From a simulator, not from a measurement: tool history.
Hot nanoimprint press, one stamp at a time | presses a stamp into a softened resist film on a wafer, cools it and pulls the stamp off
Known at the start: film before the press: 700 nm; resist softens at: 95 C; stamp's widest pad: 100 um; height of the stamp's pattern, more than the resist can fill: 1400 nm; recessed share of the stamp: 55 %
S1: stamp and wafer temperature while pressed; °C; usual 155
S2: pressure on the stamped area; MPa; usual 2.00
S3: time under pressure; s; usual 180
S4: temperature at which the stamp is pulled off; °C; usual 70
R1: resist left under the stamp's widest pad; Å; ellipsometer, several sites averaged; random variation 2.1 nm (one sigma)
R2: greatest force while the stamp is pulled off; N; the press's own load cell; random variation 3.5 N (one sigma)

| run | hour | S1 | S2 | S3 | S4 | R1 | R2 |
|---|---|---|---|---|---|---|---|
| 1 | 0.0 | 155 | 2.00 | 180 | 70 | 3722 | 291 |
|  | 28.0 | plate thermocouple calibrated |
| 2 | 49.7 | 155 | 2.00 | 180 | 70 | 3681 | 303 |
| 3 | 101.8 | 155 | 2.00 | 180 | 68 | 3645 | 309 |
| 4 | 178.6 | 155 | 2.35 | 180 | 68 | 3387 | 344 |
| 5 | 211.8 | 155 | 2.00 | 180 | 70 | 3631 | 331 |
| 6 | 260.8 | 155 | 2.00 | 180 | 70 | 3601 | 364 |
|  | 297.4 | stamp cleaned and given a new release coat |
| 7 | 315.7 | 155 | 2.00 | 180 | 70 | 3596 | 169 |
| 8 | 385.4 | 155 | 2.00 | 180 | 70 | 3625 | 186 |
| 9 | 465.4 | 155 | 2.00 | 180 | 70 | 3590 | 199 |
|  | 495.8 | plate thermocouple calibrated, once more |
| 10 | 514.9 | 155 | 2.00 | 180 | 70 | 3854 | 216 |
| 11 | 553.9 | 149 | 2.00 | 180 | 70 | 4596 | 218 |
| 12 | 631.1 | 149 | 2.00 | 180 | 70 | 4608 | 241 |
| 13 | 691.3 | 155 | 2.00 | 180 | 75 | 3840 | 247 |
| 14 | 742.0 | 155 | 2.00 | 180 | 70 | 3808 | 276 |
| 15 | 786.3 | 155 | 2.00 | 180 | 78 | 3804 | 251 |
| 16 | 832.7 | 155 | 2.00 | 180 | 78 | 3846 | 273 |
| 17 | 902.8 | 145 | 2.00 | 180 | 61 | 5107 | 351 |
| 18 | 962.3 | 145 | 2.00 | 180 | 61 | 5096 | 349 |
| 19 | 1012.9 | 150 | 1.46 | 180 | 55 | 4869 | 398 |
| 20 | 1054.3 | 143 | 2.70 | 172 | 71 | 4957 | 345 |
|  | 1119.9 | stamp cleaned and given a new release coat |
| 21 | 1121.6 | 143 | 1.25 | 172 | 59 | 5878 | 195 |
|  | 1163.6 | plate thermocouple calibrated |
| 22 | 1173.0 | 143 | 1.25 | 172 | 59 | 6024 | 199 |
|  | 1191.9 | press's hydraulic seals changed and the load cell set to zero |
| 23 | 1220.8 | 166 | 1.55 | 180 | 64 | 3058 | 193 |

Forecast run 24:
| 24 | 1282.6 | 166 | 1.55 | 111 | 64 | ? | ? |

R1: 3605 Å
R2: 217 N
Without the tool's hidden state the same run would have given R1 3636 Å, R2 184 N.
